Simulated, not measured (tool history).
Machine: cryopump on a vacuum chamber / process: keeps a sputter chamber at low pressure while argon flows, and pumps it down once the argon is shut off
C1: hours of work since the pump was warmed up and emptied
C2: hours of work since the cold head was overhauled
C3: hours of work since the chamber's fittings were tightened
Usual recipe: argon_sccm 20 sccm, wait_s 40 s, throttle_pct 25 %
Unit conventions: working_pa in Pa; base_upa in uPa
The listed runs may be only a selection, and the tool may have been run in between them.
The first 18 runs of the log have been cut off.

run 19 hour=801.7 | argon_sccm=23 wait_s=133 throttle_pct=34 | C1=760 C2=1686 C3=387 | working_pa=0.0782 base_upa=0.98
run 20 hour=866.7 | argon_sccm=34 wait_s=95 throttle_pct=40 | C1=795 C2=1721 C3=422 | working_pa=0.1007 base_upa=1.34
run 21 hour=905.5 | argon_sccm=27 wait_s=95 throttle_pct=28 | C1=816 C2=1742 C3=443 | working_pa=0.1117 base_upa=1.32
run 22 hour=959.3 | argon_sccm=27 wait_s=95 throttle_pct=28 | C1=845 C2=1772 C3=472 | working_pa=0.1114 base_upa=1.34
run 23 hour=1009.3 | argon_sccm=22 wait_s=63 throttle_pct=28 | C1=872 C2=1799 C3=499 | working_pa=0.0919 base_upa=1.77
-- hour=1044.6 pump warmed up, emptied and cooled again
run 24 hour=1063.2 | argon_sccm=15 wait_s=55 throttle_pct=28 | C1=10 C2=1825 C3=525 | working_pa=0.0577 base_upa=1.96
run 25 hour=1111.4 | argon_sccm=9 wait_s=220 throttle_pct=25 | C1=36 C2=1851 C3=552 | working_pa=0.0388 base_upa=0.78
run 26 hour=1161.6 | argon_sccm=19 wait_s=40 throttle_pct=17 | C1=63 C2=1878 C3=579 | working_pa=0.1206 base_upa=2.61
run 27 hour=1226.3 | argon_sccm=19 wait_s=40 throttle_pct=17 | C1=98 C2=1913 C3=614 | working_pa=0.1229 base_upa=2.54
run 28 hour=1253.4 | argon_sccm=25 wait_s=248 throttle_pct=27 | C1=113 C2=1928 C3=628 | working_pa=0.1021 base_upa=0.72
run 29 hour=1285.3 | argon_sccm=10 wait_s=110 throttle_pct=18 | C1=130 C2=1945 C3=646 | working_pa=0.0593 base_upa=1.13
run 30 hour=1340.4 | argon_sccm=10 wait_s=110 throttle_pct=18 | C1=160 C2=1975 C3=676 | working_pa=0.0618 base_upa=1.19
run 31 hour=1382.8 | argon_sccm=22 wait_s=38 throttle_pct=34 | C1=183 C2=1998 C3=699 | working_pa=0.0719 base_upa=2.67
run 32 hour=1446.0 | argon_sccm=20 wait_s=40 throttle_pct=29 | C1=217 C2=2032 C3=733 | working_pa=0.0752 base_upa=2.58
run 33 hour=1507.7 | argon_sccm=20 wait_s=164 throttle_pct=29 | C1=251 C2=2066 C3=766 | working_pa=0.0760 base_upa=0.94
run 34 hour=1568.7 | argon_sccm=20 wait_s=164 throttle_pct=29 | C1=284 C2=2099 C3=799 | working_pa=0.0759 base_upa=0.97

Forecast each of these 3 alternatives for the next run:
run A hour=1622.8 | argon_sccm=20 wait_s=40 throttle_pct=48 | C1=313 C2=2128 C3=828 | working_pa=? base_upa=?
run B hour=1622.8 | argon_sccm=20 wait_s=25 throttle_pct=25 | C1=313 C2=2128 C3=828 | working_pa=? base_upa=?
run C hour=1622.8 | argon_sccm=24 wait_s=164 throttle_pct=51 | C1=313 C2=2128 C3=828 | working_pa=? base_upa=?

run=A working_pa=0.0476 base_upa=2.69
run=B working_pa=0.0891 base_upa=3.98
run=C working_pa=0.0540 base_upa=0.93
The same runs, with their run-to-run variation unchanged, on a tool lacking any hidden condition would have given:
run=A working_pa=0.0453 base_upa=2.43
run=B working_pa=0.0867 base_upa=3.72
run=C working_pa=0.0512 base_upa=0.68

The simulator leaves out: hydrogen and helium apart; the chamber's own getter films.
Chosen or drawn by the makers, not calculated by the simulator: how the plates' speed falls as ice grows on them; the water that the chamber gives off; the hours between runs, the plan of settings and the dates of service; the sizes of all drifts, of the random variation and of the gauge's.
